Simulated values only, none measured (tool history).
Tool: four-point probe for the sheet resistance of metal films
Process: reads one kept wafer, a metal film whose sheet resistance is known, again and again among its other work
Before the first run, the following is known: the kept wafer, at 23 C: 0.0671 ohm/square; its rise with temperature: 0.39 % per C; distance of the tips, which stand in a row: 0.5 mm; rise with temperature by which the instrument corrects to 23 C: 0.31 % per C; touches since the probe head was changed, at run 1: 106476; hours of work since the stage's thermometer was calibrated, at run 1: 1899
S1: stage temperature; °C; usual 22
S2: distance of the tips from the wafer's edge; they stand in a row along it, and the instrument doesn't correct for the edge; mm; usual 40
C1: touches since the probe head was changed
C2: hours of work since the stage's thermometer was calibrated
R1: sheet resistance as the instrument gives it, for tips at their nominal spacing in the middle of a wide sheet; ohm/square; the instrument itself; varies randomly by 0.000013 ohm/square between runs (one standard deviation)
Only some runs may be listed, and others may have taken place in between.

Run 1, hour 0: usual settings; C1 106476; C2 1899. Result: R1 0.067335 ohm/square.
Run 2, hour 33.6: usual settings; C1 107776; C2 1916. Result: R1 0.067318 ohm/square.
Run 3, hour 67.8: usual settings; C1 109103; C2 1934. Result: R1 0.067357 ohm/square.
Run 4, hour 108.1: usual settings; C1 110663; C2 1955. Result: R1 0.067337 ohm/square.
Run 5, hour 140.2: usual settings; C1 111906; C2 1972. Result: R1 0.067366 ohm/square.
At hour 150.1: stage's thermometer calibrated.
Run 6, hour 198.1: usual settings; C1 114131; C2 25. Result: R1 0.067434 ohm/square.
Run 7, hour 262.8: usual settings; C1 116635; C2 59. Result: R1 0.067453 ohm/square.
Run 8, hour 300.7: usual settings; C1 118106; C2 79. Result: R1 0.067448 ohm/square.
Run 9, hour 371.5: usual settings; C1 120848; C2 116. Result: R1 0.067451 ohm/square.
Run 10, hour 435.4: usual settings; C1 123321; C2 149. Result: R1 0.067463 ohm/square.
Run 11, hour 493.6: usual settings but S2 36 mm; C1 125575; C2 179. Result: R1 0.067462 ohm/square.
Run 12, hour 552.1: usual settings but S1 31 °C; C1 127842; C2 210. Result: R1 0.067954 ohm/square.
At hour 578.8: stage's thermometer calibrated, once more.
Run 13, hour 622: usual settings but S1 31 °C; C1 130529; C2 23. Result: R1 0.067803 ohm/square.
Run 14, hour 660: usual settings but S1 31 °C; C1 132002; C2 42. Result: R1 0.067804 ohm/square.
Run 15, hour 719.6: usual settings but S1 31 °C; C1 134314; C2 74. Result: R1 0.067814 ohm/square.
Run 16, hour 781.5: usual settings but S1 31 °C; C1 136708; C2 106. Result: R1 0.067816 ohm/square.
Run 17, hour 832.7: usual settings but S1 31 °C; C1 138694; C2 133. Result: R1 0.067795 ohm/square.
Run 18, hour 879.7: usual settings but S1 31 °C; C1 140512; C2 157. Result: R1 0.067802 ohm/square.
Run 19, hour 941.5: usual settings but S1 31 °C; C1 142909; C2 189. Result: R1 0.067831 ohm/square.
Run 20, hour 988.8: usual settings but S1 31 °C; C1 144740; C2 214. Result: R1 0.067825 ohm/square.
Run 21, hour 1028.6: usual settings but S2 28 mm; C1 146281; C2 235. Result: R1 0.06737 ohm/square.
Run 22, hour 1058.5: usual settings but S2 28 mm; C1 147442; C2 251. Result: R1 0.067384 ohm/square.
Run 23, hour 1117.8: usual settings but S2 28 mm; C1 149738; C2 281. Result: R1 0.067395 ohm/square.
Run 24, hour 1151.1: usual settings but S2 28 mm; C1 151026; C2 299. Result: R1 0.067404 ohm/square.
Run 25, hour 1181.1: usual settings but S1 28 °C, S2 4 mm; C1 152190; C2 315. Result: R1 0.068279 ohm/square.
Run 26, hour 1254.7: usual settings but S1 25 °C, S2 63 mm; C1 155041; C2 353. Result: R1 0.067567 ohm/square.
Run 27, hour 1316: usual settings but S1 25 °C, S2 63 mm; C1 157416; C2 385. Result: R1 0.067576 ohm/square.
Run 28, hour 1357.9: usual settings but S1 20 °C; C1 159039; C2 407. Result: R1 0.067305 ohm/square.
Run 29, hour 1388.4: usual settings but S1 32 °C, S2 6 mm; C1 160219; C2 423. Result: R1 0.068199 ohm/square.
Run 30, hour 1435.8: usual settings but S1 23 °C, S2 43 mm; C1 162054; C2 448. Result: R1 0.067473 ohm/square.
Run 31, hour 1507.9: usual settings but S1 20 °C, S2 8 mm; C1 164848; C2 485. Result: R1 0.067468 ohm/square.
Run 32, hour 1538.1: usual settings but S1 32 °C, S2 49 mm; C1 166018; C2 501. Result: R1 0.067992 ohm/square.
Run 33, hour 1575.1: usual settings but S1 26 °C, S2 5 mm; C1 167452; C2 520. Result: R1 0.06803 ohm/square.
Run 34, hour 1632.9: usual settings but S1 21 °C, S2 26 mm; C1 169691; C2 550. Result: R1 0.067414 ohm/square.
Run 35, hour 1696.4: usual settings but S1 21 °C, S2 24 mm; C1 172149; C2 584. Result: R1 0.067438 ohm/square.
Run 36, hour 1731.6: usual settings but S1 27 °C, S2 41 mm; C1 173514; C2 602. Result: R1 0.067734 ohm/square.
Run 37, hour 1788.7: usual settings but S1 30 °C, S2 6 mm; C1 175724; C2 632. Result: R1 0.068162 ohm/square.
Run 38, hour 1820.7: usual settings but S2 55 mm; C1 176966; C2 649. Result: R1 0.067484 ohm/square.
Run 39, hour 1892.2: usual settings but S2 55 mm; C1 179735; C2 686. Result: R1 0.067497 ohm/square.
At hour 1912.2: new probe head fitted.
Run 40, hour 1958.5: usual settings but S2 37 mm; C1 1795; C2 720. Result: R1 0.067082 ohm/square.
Run 41, hour 2016.2: usual settings but S1 19 °C, S2 27 mm; C1 4028; C2 750. Result: R1 0.066944 ohm/square.
Run 42, hour 2048.1: usual settings but S1 19 °C, S2 27 mm; C1 5266; C2 767. Result: R1 0.066945 ohm/square.
Run 43, hour 2102.4: usual settings but S1 19 °C, S2 27 mm; C1 7368; C2 795. Result: R1 0.066945 ohm/square.
Run 44, hour 2134.6: usual settings but S1 19 °C, S2 27 mm; C1 8616; C2 812. Result: R1 0.066963 ohm/square.
Run 45, hour 2184.9: usual settings but S1 35 °C, S2 4 mm; C1 10562; C2 838. Result: R1 0.068343 ohm/square.
Run 46, hour 2239.9: usual settings but S1 28 °C, S2 9 mm; C1 12694; C2 867. Result: R1 0.067556 ohm/square.

How would selected steps in R1 from run to run divide? Give the signed amount a tool lacking its hidden state would still show from settings, what came in and random variation, and the signed amount left for the hidden state, including any gauge scatter that is not in both of the compared results.
Unlogged tool condition in this case: inner tips' distance over the nominal, %; tips' flats over new ones', %; wafer's true temperature over the reading, C; drift of the gauge itself on sheet_ohm, %.
Run 5 -> 6: stage's thermometer calibrated. R1 +0.000068 ohm/square: hidden state +0.000073, all else -0.000005.
Run 12 -> 13: stage's thermometer calibrated, once more. R1 -0.000151 ohm/square: hidden state -0.000164, all else +0.000013.
Run 24 -> 25: S1 22 -> 28, S2 28 -> 4. R1 +0.000875 ohm/square: hidden state +0.000008, all else +0.000867.
Run 28 -> 29: S1 20 -> 32, S2 40 -> 6. R1 +0.000894 ohm/square: hidden state +0.000008, all else +0.000886.
Run 39 -> 40: S2 55 -> 37, new probe head fitted. R1 -0.000415 ohm/square: hidden state -0.000418, all else +0.000003.
Run 44 -> 45: S1 19 -> 35, S2 27 -> 4. R1 +0.00138 ohm/square: hidden state +0.000005, all else +0.001375.

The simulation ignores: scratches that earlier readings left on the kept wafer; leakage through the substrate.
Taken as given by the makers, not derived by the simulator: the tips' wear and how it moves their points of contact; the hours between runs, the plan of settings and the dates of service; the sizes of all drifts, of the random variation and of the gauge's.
